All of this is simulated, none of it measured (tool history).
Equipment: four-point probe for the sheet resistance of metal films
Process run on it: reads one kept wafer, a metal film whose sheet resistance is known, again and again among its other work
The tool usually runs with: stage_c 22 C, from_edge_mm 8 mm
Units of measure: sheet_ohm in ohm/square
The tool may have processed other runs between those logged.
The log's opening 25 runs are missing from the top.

{"run": 26, "hour": 1333.3, "stage_c": 23, "from_edge_mm": 55, "sheet_ohm": 5.821815}
{"run": 27, "hour": 1375.5, "stage_c": 23, "from_edge_mm": 55, "sheet_ohm": 5.823724}
{"run": 28, "hour": 1454.3, "stage_c": 20, "from_edge_mm": 23, "sheet_ohm": 5.829969}
{"run": 29, "hour": 1521.3, "stage_c": 32, "from_edge_mm": 3, "sheet_ohm": 5.95053}
{"run": 30, "hour": 1558.9, "stage_c": 32, "from_edge_mm": 3, "sheet_ohm": 5.950036}
{"run": 31, "hour": 1625.3, "stage_c": 30, "from_edge_mm": 64, "sheet_ohm": 5.817304}
{"run": 32, "hour": 1694.6, "stage_c": 22, "from_edge_mm": 18, "sheet_ohm": 5.831157}
{"run": 33, "hour": 1762.6, "stage_c": 21, "from_edge_mm": 12, "sheet_ohm": 5.840121}
{"run": 34, "hour": 1834.2, "stage_c": 31, "from_edge_mm": 26, "sheet_ohm": 5.821013}
{"run": 35, "hour": 1894.3, "stage_c": 31, "from_edge_mm": 26, "sheet_ohm": 5.8222}
{"run": 36, "hour": 1973.7, "stage_c": 27, "from_edge_mm": 39, "sheet_ohm": 5.825943}
{"run": 37, "hour": 2049.5, "stage_c": 31, "from_edge_mm": 33, "sheet_ohm": 5.823736}
{"run": 38, "hour": 2090.1, "stage_c": 24, "from_edge_mm": 28, "sheet_ohm": 5.834652}
{"run": 39, "hour": 2140.1, "stage_c": 22, "from_edge_mm": 43, "sheet_ohm": 5.83548}
{"run": 40, "hour": 2187.2, "stage_c": 28, "from_edge_mm": 31, "sheet_ohm": 5.827649}
{"run": 41, "hour": 2260.5, "stage_c": 22, "from_edge_mm": 7, "sheet_ohm": 5.864009}
{"run": 42, "hour": 2303.8, "stage_c": 22, "from_edge_mm": 7, "sheet_ohm": 5.867355}
{"run": 43, "hour": 2366.6, "stage_c": 31, "from_edge_mm": 11, "sheet_ohm": 5.835993}
{"run": 44, "hour": 2407.4, "stage_c": 31, "from_edge_mm": 11, "sheet_ohm": 5.837697}

Consider 5 possible next runs. They are alternatives, not a sequence: every one starts from the tool as it was left by run 44. What does each give?
{"run": "A", "hour": 2446.8, "stage_c": 22, "from_edge_mm": 20, "sheet_ohm": "?"}
{"run": "B", "hour": 2446.8, "stage_c": 26, "from_edge_mm": 3, "sheet_ohm": "?"}
{"run": "C", "hour": 2446.8, "stage_c": 22, "from_edge_mm": 23, "sheet_ohm": "?"}
{"run": "D", "hour": 2446.8, "stage_c": 25, "from_edge_mm": 8, "sheet_ohm": "?"}
{"run": "E", "hour": 2446.8, "stage_c": 32, "from_edge_mm": 7, "sheet_ohm": "?"}

run=A sheet_ohm=5.841418
run=B sheet_ohm=5.973052
run=C sheet_ohm=5.843764
run=D sheet_ohm=5.857065
run=E sheet_ohm=5.853238
With no hidden state in the tool, these same runs would have given:
run=A sheet_ohm=5.808661
run=B sheet_ohm=5.939793
run=C sheet_ohm=5.810994
run=D sheet_ohm=5.824373
run=E sheet_ohm=5.820903

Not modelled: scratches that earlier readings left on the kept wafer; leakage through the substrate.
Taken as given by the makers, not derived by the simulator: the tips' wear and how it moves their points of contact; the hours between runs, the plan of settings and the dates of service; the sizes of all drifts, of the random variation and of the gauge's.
